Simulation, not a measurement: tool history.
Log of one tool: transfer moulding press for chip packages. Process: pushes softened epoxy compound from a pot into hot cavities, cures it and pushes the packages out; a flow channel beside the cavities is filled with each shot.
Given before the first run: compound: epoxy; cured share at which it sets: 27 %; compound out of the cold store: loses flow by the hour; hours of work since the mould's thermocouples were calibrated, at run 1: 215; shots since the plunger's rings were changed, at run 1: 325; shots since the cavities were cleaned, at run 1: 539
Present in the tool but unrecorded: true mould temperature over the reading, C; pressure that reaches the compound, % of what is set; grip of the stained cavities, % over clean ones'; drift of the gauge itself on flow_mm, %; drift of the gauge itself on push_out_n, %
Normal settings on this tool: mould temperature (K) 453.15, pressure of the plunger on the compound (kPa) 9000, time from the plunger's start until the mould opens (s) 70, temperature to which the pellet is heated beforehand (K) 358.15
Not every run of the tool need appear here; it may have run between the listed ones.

run   hour  mould temperature (K)  pressure of the plunger on the compound (kPa)  time from the plunger's start until the mould opens (s)  temperature to which the pellet is heated beforehand (K)  hours of work since the mould's thermocouples were calibrated  shots since the plunger's rings were changed  shots since the cavities were cleaned  incoming compound's hours out of the cold store  length that the compound runs in the flow channel (mm)  greatest force on the pins that push the packages out (N)
  1    0.0                 453.15                                           9000                                                       70                                                    358.15                                                            215                                           325                                    539                                             31.7                                                     858                                                        543
  2   11.6                 453.15                                           9000                                                       70                                                    358.15                                                            222                                           474                                    688                                             24.4                                                     869                                                        538
  3   16.7                 454.15                                           9000                                                       70                                                    358.15                                                            224                                           540                                    754                                             42.1                                                     807                                                        567
  4   24.4                 454.15                                           6960                                                       70                                                    358.15                                                            229                                           639                                    853                                             35.7                                                     724                                                        569
      26.5  -- cavities cleaned with cleaning compound and waxed
  5   36.0                 453.15                                           9000                                                       70                                                    363.15                                                            234                                           768                                    121                                             12.8                                                     908                                                        394
  6   47.4                 453.15                                           9000                                                       70                                                    354.15                                                            240                                           915                                    268                                             42.0                                                     797                                                        474
  7   58.9                 453.15                                           9000                                                       70                                                    354.15                                                            246                                          1062                                    415                                             39.8                                                     800                                                        498
  8   66.8                 453.15                                           9000                                                       70                                                    354.15                                                            251                                          1164                                    517                                             17.6                                                     877                                                        547
  9   78.0                 453.15                                           9000                                                       70                                                    354.15                                                            257                                          1307                                    660                                              9.0                                                     918                                                        570
 10   89.4                 453.15                                           7850                                                       70                                                    358.15                                                            263                                          1454                                    807                                             31.4                                                     771                                                        598
      95.7  -- cavities cleaned with cleaning compound and waxed
 11  100.8                 453.15                                           7850                                                       70                                                    358.15                                                            268                                          1581                                     66                                             24.3                                                     801                                                        355
 12  109.1                 453.15                                           9000                                                       70                                                    358.15                                                            273                                          1688                                    173                                             16.6                                                     875                                                        413
 13  118.9                 453.15                                           9000                                                       70                                                    358.15                                                            278                                          1814                                    299                                             38.3                                                     804                                                        440
 14  130.2                 453.15                                           9000                                                       70                                                    358.15                                                            284                                          1959                                    444                                             22.4                                                     845                                                        521
 15  141.2                 454.15                                           9000                                                       70                                                    360.15                                                            290                                          2101                                    586                                             15.2                                                     865                                                        516
 16  150.1                 453.15                                           9000                                                       61                                                    358.15                                                            295                                          2215                                    700                                             14.9                                                     870                                                        695
 17  160.5                 453.15                                           7390                                                       70                                                    365.15                                                            301                                          2348                                    833                                             34.4                                                     727                                                        589
     164.0  -- cavities cleaned with cleaning compound and waxed
 18  170.4                 453.15                                           7390                                                       70                                                    365.15                                                            305                                          2455                                     81                                             33.6                                                     723                                                        348
 19  179.2                 453.15                                           7390                                                       98                                                    366.15                                                            310                                          2569                                    195                                             23.3                                                     748                                                        364
 20  187.3                 457.15                                          10640                                                       53                                                    349.15                                                            314                                          2673                                    299                                             28.1                                                     870                                                        631
     190.3  -- mould's thermocouples calibrated
 21  195.7                 457.15                                          10640                                                       53                                                    349.15                                                              3                                          2755                                    381                                             17.8                                                     916                                                        681
 22  201.1                 460.15                                           7180                                                       67                                                    358.15                                                              6                                          2824                                    450                                             29.0                                                     698                                                        461
 23  212.4                 460.15                                           7180                                                       67                                                    358.15                                                             12                                          2970                                    596                                             46.5                                                     649                                                        472
 24  224.1                 460.15                                           7180                                                       67                                                    358.15                                                             18                                          3120                                    746                                             41.5                                                     661                                                        497
     234.8  -- cavities cleaned with cleaning compound and waxed
 25  236.1                 460.15                                           7550                                                       70                                                    358.15                                                             24                                          3255                                     17                                             13.4                                                     763                                                        287
 26  244.7                 458.15                                           8550                                                       70                                                    365.15                                                             29                                          3365                                    127                                             28.6                                                     760                                                        345
 27  252.1                 458.15                                           8290                                                       70                                                    349.15                                                             33                                          3459                                    221                                             25.6                                                     764                                                        382
     258.4  -- mould's thermocouples calibrated, once more
 28  263.0                 453.15                                          10750                                                       70                                                    358.15                                                              2                                          3575                                    337                                             12.5                                                     929                                                        502

Describe how what the log doesn't record of the tool's condition differs between the last listed run preceding each entry between runs and the first listed run following it.
After run 4, before run 5: cavities cleaned with cleaning compound and waxed (hour 26.5)
  true mould temperature over the reading, C: 0.09 -> 0.1; pressure that reaches the compound, % of what is set: 97.03 -> 96.55; grip of the stained cavities, % over clean ones': 85.4 -> 25.5
  measured result minus the result with no hidden state, length that the compound runs in the flow channel (mm): -11 -> -17; greatest force on the pins that push the packages out (N): +261 -> +79
After run 10, before run 11: cavities cleaned with cleaning compound and waxed (hour 95.7)
  pressure that reaches the compound, % of what is set: 93.7 -> 93.19; grip of the stained cavities, % over clean ones': 85.1 -> 16.4
  measured result minus the result with no hidden state, length that the compound runs in the flow channel (mm): -26 -> -29; greatest force on the pins that push the packages out (N): +273 -> +49
After run 17, before run 18: cavities cleaned with cleaning compound and waxed (hour 164.0)
  pressure that reaches the compound, % of what is set: 90.14 -> 89.71; grip of the stained cavities, % over clean ones': 86 -> 18.2
  measured result minus the result with no hidden state, length that the compound runs in the flow channel (mm): -40 -> -41; greatest force on the pins that push the packages out (N): +268 -> +52
After run 20, before run 21: mould's thermocouples calibrated (hour 190.3)
  true mould temperature over the reading, C: 0.17 -> 0.26; pressure that reaches the compound, % of what is set: 88.82 -> 88.47; grip of the stained cavities, % over clean ones': 52.3 -> 61.3
  measured result minus the result with no hidden state, length that the compound runs in the flow channel (mm): -55 -> -59; greatest force on the pins that push the packages out (N): +213 -> +248
After run 24, before run 25: cavities cleaned with cleaning compound and waxed (hour 234.8)
  true mould temperature over the reading, C: 0.27 -> 0.28; pressure that reaches the compound, % of what is set: 87.07 -> 86.5; grip of the stained cavities, % over clean ones': 83.2 -> 4.9
  measured result minus the result with no hidden state, length that the compound runs in the flow channel (mm): -49 -> -58; greatest force on the pins that push the packages out (N): +225 -> +12
After run 27, before run 28: mould's thermocouples calibrated, once more (hour 258.4)
  true mould temperature over the reading, C: 0.29 -> 0.28; pressure that reaches the compound, % of what is set: 85.66 -> 85.18; grip of the stained cavities, % over clean ones': 42.9 -> 56.3
  measured result minus the result with no hidden state, length that the compound runs in the flow channel (mm): -62 -> -79; greatest force on the pins that push the packages out (N): +115 -> +177

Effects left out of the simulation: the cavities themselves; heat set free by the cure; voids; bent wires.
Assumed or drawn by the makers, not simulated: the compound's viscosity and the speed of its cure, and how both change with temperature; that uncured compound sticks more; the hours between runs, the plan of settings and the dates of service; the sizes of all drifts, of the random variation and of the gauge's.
